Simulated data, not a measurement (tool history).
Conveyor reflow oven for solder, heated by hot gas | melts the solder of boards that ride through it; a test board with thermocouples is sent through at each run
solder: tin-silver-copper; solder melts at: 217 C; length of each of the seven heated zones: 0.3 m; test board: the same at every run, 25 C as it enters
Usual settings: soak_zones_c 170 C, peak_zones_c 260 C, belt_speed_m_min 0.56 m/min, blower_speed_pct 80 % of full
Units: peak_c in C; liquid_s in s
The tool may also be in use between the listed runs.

run   hour  soak_zones_c  peak_zones_c  belt_speed_m_min  blower_speed_pct  peak_c  liquid_s
  1      0           170           260              0.56                80   245.6      43.3
  2   11.5           170           260              0.56                80   245.2      42.6
  3     23           170           260              0.56                80   245.5      42.7
  4   35.6           170           260              0.56                80   245.4      43.1
  5   48.5           170           260              0.56                80   245.2        42
  6   60.2           170           260              0.56                80     245      42.8
  7   68.1           170           260              0.56                80   245.2      42.5
  8   80.2           170           260              0.56                80   245.4        43
  9     89           170           260              0.56                69   242.4      39.7
 10   98.7           170           269              0.56                80   252.9      47.9
 11  104.1           170           269              0.56                80   252.9      47.5
 12  109.6           155           255              0.56                80   237.9      32.6
 13    115           155           255              0.56                80   237.9      32.9
 14  131.1           165           268             0.644                82   247.3      35.7
 15  140.3           157           260              0.56                54   233.7      26.2
 16  147.3           177           260              0.56                81   246.2      45.5
 17  155.1           166           253             0.625                59     228      18.9
 18  161.7           166           253             0.625                59     228      18.5
 19  167.1           159           260             0.546                56   235.9      30.4
 20  177.7           180           260             0.478                56   245.3      53.6
 21  191.2           180           260             0.478                56   245.6      52.4
 22  197.3           157           272             0.478                56   251.6      49.2

Not shown: 2 entries that the log had between the listed runs. Between which runs, and how does the tool's hidden state differ before and after?
Between runs 13 and 14: belt drive overhauled, speed set with a stopwatch (hour 120)
  heat that the gas passes to the board, % of a clean oven's: 96.4 -> 96.2; belt's true speed, % of the reading: 99.68 -> 99.6; true gas temperature in zones 6 and 7 over the reading, C: 0.97 -> 0.98
  measured less the result without the state, peak_c: -0.1 -> -0.3 C; liquid_s: -0.3 -> -0.3 s
Between runs 20 and 21: belt drive overhauled, speed set with a stopwatch, once more (hour 185.2)
  heat that the gas passes to the board, % of a clean oven's: 95.6 -> 95.4; belt's true speed, % of the reading: 99.58 -> 100.07; true gas temperature in zones 6 and 7 over the reading, C: 1.01 -> 1.02
  measured less the result without the state, peak_c: +0.2 -> +0 C; liquid_s: +0.1 -> -0.4 s
